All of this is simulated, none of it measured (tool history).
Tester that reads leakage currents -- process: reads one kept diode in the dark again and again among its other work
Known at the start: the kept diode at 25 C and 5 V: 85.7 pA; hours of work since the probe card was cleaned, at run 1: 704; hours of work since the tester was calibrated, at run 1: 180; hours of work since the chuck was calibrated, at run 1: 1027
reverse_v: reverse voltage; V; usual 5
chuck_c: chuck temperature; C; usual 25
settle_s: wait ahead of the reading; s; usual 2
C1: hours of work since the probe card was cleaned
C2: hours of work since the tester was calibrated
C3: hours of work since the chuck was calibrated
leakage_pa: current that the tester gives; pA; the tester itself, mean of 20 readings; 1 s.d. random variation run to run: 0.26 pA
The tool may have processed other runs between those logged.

run 1 hour=0 | reverse_v=5 chuck_c=25 settle_s=2 | C1=704 C2=180 C3=1027 | leakage_pa=86.1
run 2 hour=33.7 | reverse_v=2.21 chuck_c=25 settle_s=2 | C1=718 C2=194 C3=1041 | leakage_pa=65.6
run 3 hour=70.2 | reverse_v=6.92 chuck_c=25 settle_s=2 | C1=733 C2=209 C3=1056 | leakage_pa=96.65
run 4 hour=92.8 | reverse_v=6.92 chuck_c=25 settle_s=2 | C1=743 C2=219 C3=1066 | leakage_pa=96.41
run 5 hour=115.6 | reverse_v=6.92 chuck_c=25 settle_s=2 | C1=753 C2=229 C3=1076 | leakage_pa=96.65
run 6 hour=133.8 | reverse_v=6.92 chuck_c=25 settle_s=2 | C1=760 C2=236 C3=1083 | leakage_pa=97.21
run 7 hour=155.1 | reverse_v=5 chuck_c=24 settle_s=2 | C1=769 C2=245 C3=1092 | leakage_pa=79.2
run 8 hour=181.7 | reverse_v=5 chuck_c=51 settle_s=2 | C1=780 C2=257 C3=1104 | leakage_pa=715.96
run 9 hour=209.1 | reverse_v=5 chuck_c=51 settle_s=2 | C1=792 C2=268 C3=1115 | leakage_pa=709.12
run 10 hour=247.8 | reverse_v=5 chuck_c=51 settle_s=2 | C1=808 C2=284 C3=1131 | leakage_pa=709.99
run 11 hour=282.6 | reverse_v=5 chuck_c=25 settle_s=2 | C1=823 C2=299 C3=1146 | leakage_pa=86.78
run 12 hour=311.9 | reverse_v=5 chuck_c=25 settle_s=2 | C1=835 C2=311 C3=1159 | leakage_pa=86.63
run 13 hour=352.1 | reverse_v=5 chuck_c=25 settle_s=2 | C1=852 C2=328 C3=1175 | leakage_pa=86.05
run 14 hour=385.9 | reverse_v=12.66 chuck_c=25 settle_s=2 | C1=867 C2=343 C3=1190 | leakage_pa=119.07
run 15 hour=415 | reverse_v=12.66 chuck_c=25 settle_s=2 | C1=879 C2=355 C3=1202 | leakage_pa=119.04
run 16 hour=444.9 | reverse_v=12.66 chuck_c=25 settle_s=2 | C1=892 C2=368 C3=1215 | leakage_pa=118.75
run 17 hour=473.4 | reverse_v=2.78 chuck_c=42 settle_s=0.39 | C1=904 C2=380 C3=1227 | leakage_pa=294.43
run 18 hour=509.5 | reverse_v=2.97 chuck_c=51 settle_s=0.32 | C1=919 C2=395 C3=1242 | leakage_pa=598.66
run 19 hour=534 | reverse_v=5 chuck_c=25 settle_s=5.82 | C1=929 C2=405 C3=1252 | leakage_pa=86.01
run 20 hour=556.2 | reverse_v=5 chuck_c=25 settle_s=5.82 | C1=939 C2=415 C3=1262 | leakage_pa=86.21
run 21 hour=596 | reverse_v=5 chuck_c=25 settle_s=5.82 | C1=955 C2=431 C3=1278 | leakage_pa=85.9
run 22 hour=632.5 | reverse_v=5 chuck_c=35 settle_s=2.89 | C1=971 C2=447 C3=1294 | leakage_pa=202.4
run 23 hour=662 | reverse_v=6.4 chuck_c=32 settle_s=2.86 | C1=983 C2=459 C3=1306 | leakage_pa=170.83
run 24 hour=694.9 | reverse_v=1.35 chuck_c=51 settle_s=2.86 | C1=997 C2=473 C3=1320 | leakage_pa=460.64
run 25 hour=734.9 | reverse_v=1.35 chuck_c=51 settle_s=2.86 | C1=1014 C2=490 C3=1337 | leakage_pa=458.36
run 26 hour=761.8 | reverse_v=1.35 chuck_c=51 settle_s=2.86 | C1=1025 C2=501 C3=1348 | leakage_pa=458.3
run 27 hour=784 | reverse_v=1.35 chuck_c=51 settle_s=2.86 | C1=1035 C2=511 C3=1358 | leakage_pa=458.63
run 28 hour=822.6 | reverse_v=5 chuck_c=49 settle_s=5.45 | C1=1051 C2=527 C3=1374 | leakage_pa=616.09
run 29 hour=841.8 | reverse_v=5 chuck_c=49 settle_s=5.45 | C1=1059 C2=535 C3=1382 | leakage_pa=611.51

Here are 3 independent what-if runs from the current tool condition. What would each one return?
run A hour=868.2 | reverse_v=5 chuck_c=49 settle_s=5.91 | C1=1070 C2=546 C3=1393 | leakage_pa=?
run B hour=868.2 | reverse_v=7.81 chuck_c=49 settle_s=5.9 | C1=1070 C2=546 C3=1393 | leakage_pa=?
run C hour=868.2 | reverse_v=5 chuck_c=36 settle_s=5.45 | C1=1070 C2=546 C3=1393 | leakage_pa=?

run=A leakage_pa=608.56
run=B leakage_pa=713.81
run=C leakage_pa=219.63
Without the tool's unlogged condition, the same runs would have read:
run=A leakage_pa=608.19
run=B leakage_pa=713.36
run=C leakage_pa=219.45
